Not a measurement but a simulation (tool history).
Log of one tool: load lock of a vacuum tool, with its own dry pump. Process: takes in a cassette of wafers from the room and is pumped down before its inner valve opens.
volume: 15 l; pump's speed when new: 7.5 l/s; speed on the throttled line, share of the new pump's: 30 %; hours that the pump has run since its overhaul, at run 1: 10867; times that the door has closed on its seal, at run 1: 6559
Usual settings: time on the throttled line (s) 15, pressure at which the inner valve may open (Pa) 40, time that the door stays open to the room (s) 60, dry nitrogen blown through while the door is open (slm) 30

| run | day | time on the throttled line (s) | pressure at which the inner valve may open (Pa) | time that the door stays open to the room (s) | dry nitrogen blown through while the door is open (slm) | hours that the pump has run since its overhaul | times that the door has closed on its seal | incoming humidity of the room's air, % | time from the closed door until the inner valve may open (s) | rise of the pressure with all valves shut (Pa/min) |
|---|---|---|---|---|---|---|---|---|---|---|
| 1 | 0 | 15 | 40 | 60 | 30 | 10867 | 6559 | 47 | 26.8 | 0.079 |
| 2 | 5.583 | 15 | 50 | 60 | 30 | 11001 | 6740 | 43.7 | 26.2 | 0.078 |
| 3 | 11.7 | 15 | 50 | 60 | 30 | 11148 | 6938 | 45.1 | 26.5 | 0.086 |
| 4 | 18.729 | 15 | 50 | 60 | 30 | 11316 | 7166 | 41.8 | 26.5 | 0.08 |
| 5 | 29.212 | 15 | 40 | 60 | 30 | 11568 | 7506 | 42.9 | 27 | 0.079 |
| 6 | 37.938 | 15 | 40 | 60 | 30 | 11777 | 7789 | 44.6 | 26.9 | 0.084 |
| 7 | 45.771 | 15 | 40 | 60 | 36 | 11965 | 8043 | 47.8 | 26.8 | 0.081 |
| 8 | 58.025 | 11 | 40 | 60 | 36 | 12260 | 8440 | 48.3 | 24.3 | 0.079 |
| 9 | 65.725 | 15 | 40 | 60 | 30 | 12444 | 8690 | 46.7 | 26.9 | 0.092 |
| 10 | 72.367 | 15 | 40 | 60 | 30 | 12604 | 8905 | 45.4 | 26.7 | 0.087 |
| 11 | 80.954 | 15 | 40 | 60 | 30 | 12810 | 9184 | 43.7 | 26.9 | 0.086 |
| 12 | 92.533 | 15 | 40 | 60 | 30 | 13088 | 9559 | 44.7 | 27 | 0.085 |
| 13 | 101.771 | 15 | 40 | 60 | 30 | 13309 | 9859 | 41.9 | 27 | 0.081 |
| 14 | 109.242 | 15 | 40 | 60 | 30 | 13489 | 10101 | 43.7 | 27 | 0.085 |
| 15 | 121.562 | 15 | 40 | 60 | 30 | 13784 | 10500 | 45.1 | 27.1 | 0.088 |
| 16 | 128.096 | 15 | 40 | 60 | 30 | 13941 | 10712 | 41.9 | 26.9 | 0.084 |
| 17 | 140.067 | 21 | 54 | 60 | 43 | 14229 | 11100 | 46.4 | 30.3 | 0.084 |
| 18 | 147.154 | 15 | 40 | 221 | 5 | 14399 | 11330 | 44.8 | 27.1 | 0.285 |
| 19 | 158.438 | 15 | 40 | 221 | 5 | 14669 | 11696 | 41.4 | 26.9 | 0.262 |
| 20 | 167.275 | 14 | 57 | 60 | 19 | 14882 | 11982 | 42.3 | 25.7 | 0.1 |
| 21 | 175.45 | 14 | 57 | 60 | 19 | 15078 | 12247 | 44 | 25.6 | 0.112 |
| 22 | 182.254 | 15 | 55 | 222 | 8 | 15241 | 12468 | 46.3 | 26.2 | 0.269 |
| 23 | 190.321 | 15 | 41 | 182 | 8 | 15435 | 12730 | 39.6 | 27.1 | 0.213 |
| 24 | 201.371 | 15 | 41 | 182 | 8 | 15700 | 13088 | 45 | 27 | 0.227 |
| 25 | 210.142 | 11 | 30 | 182 | 8 | 15910 | 13372 | 44.9 | 25 | 0.237 |
| 26 | 220.65 | 11 | 30 | 182 | 8 | 16163 | 13713 | 45.7 | 25 | 0.237 |
| 27 | 226.279 | 15 | 31 | 60 | 21 | 16298 | 13896 | 43.9 | 27.7 | 0.105 |
| 28 | 233.192 | 16 | 68 | 184 | 30 | 16464 | 14120 | 43.4 | 26.7 | 0.158 |
| 29 | 241.775 | 16 | 68 | 184 | 30 | 16670 | 14398 | 46.2 | 26.7 | 0.166 |
| 30 | 248.892 | 26 | 40 | 60 | 7 | 16840 | 14629 | 41.5 | 34.9 | 0.134 |
| 31 | 260.65 | 26 | 40 | 60 | 7 | 17123 | 15010 | 51.3 | 34.7 | 0.153 |
| 32 | 268.767 | 26 | 56 | 60 | 7 | 17317 | 15273 | 43.7 | 33.9 | 0.138 |

The same runs without the tool's hidden state, with the same run-to-run variation:
The hidden state here: pump's speed, % of a new pump's; leak at the door's seal, Pa l/s; drift of the gauge itself on ready_s, %; drift of the gauge itself on rise_pa_min, %.
| run | time from the closed door until the inner valve may open (s) | rise of the pressure with all valves shut (Pa/min) |
|---|---|---|
| 1 | 26.2 | 0.061 |
| 2 | 25.6 | 0.059 |
| 3 | 25.8 | 0.066 |
| 4 | 25.8 | 0.06 |
| 5 | 26.3 | 0.057 |
| 6 | 26.2 | 0.062 |
| 7 | 26.1 | 0.059 |
| 8 | 23.5 | 0.056 |
| 9 | 26.2 | 0.068 |
| 10 | 26 | 0.063 |
| 11 | 26.1 | 0.061 |
| 12 | 26.2 | 0.06 |
| 13 | 26.2 | 0.055 |
| 14 | 26.2 | 0.058 |
| 15 | 26.3 | 0.06 |
| 16 | 26 | 0.056 |
| 17 | 29.7 | 0.055 |
| 18 | 26.2 | 0.254 |
| 19 | 26.1 | 0.23 |
| 20 | 24.8 | 0.068 |
| 21 | 24.7 | 0.079 |
| 22 | 25.3 | 0.236 |
| 23 | 26.2 | 0.179 |
| 24 | 26 | 0.192 |
| 25 | 23.9 | 0.201 |
| 26 | 23.8 | 0.201 |
| 27 | 26.6 | 0.068 |
| 28 | 25.8 | 0.12 |
| 29 | 25.8 | 0.128 |
| 30 | 34.2 | 0.094 |
| 31 | 34 | 0.112 |
| 32 | 33.3 | 0.097 |
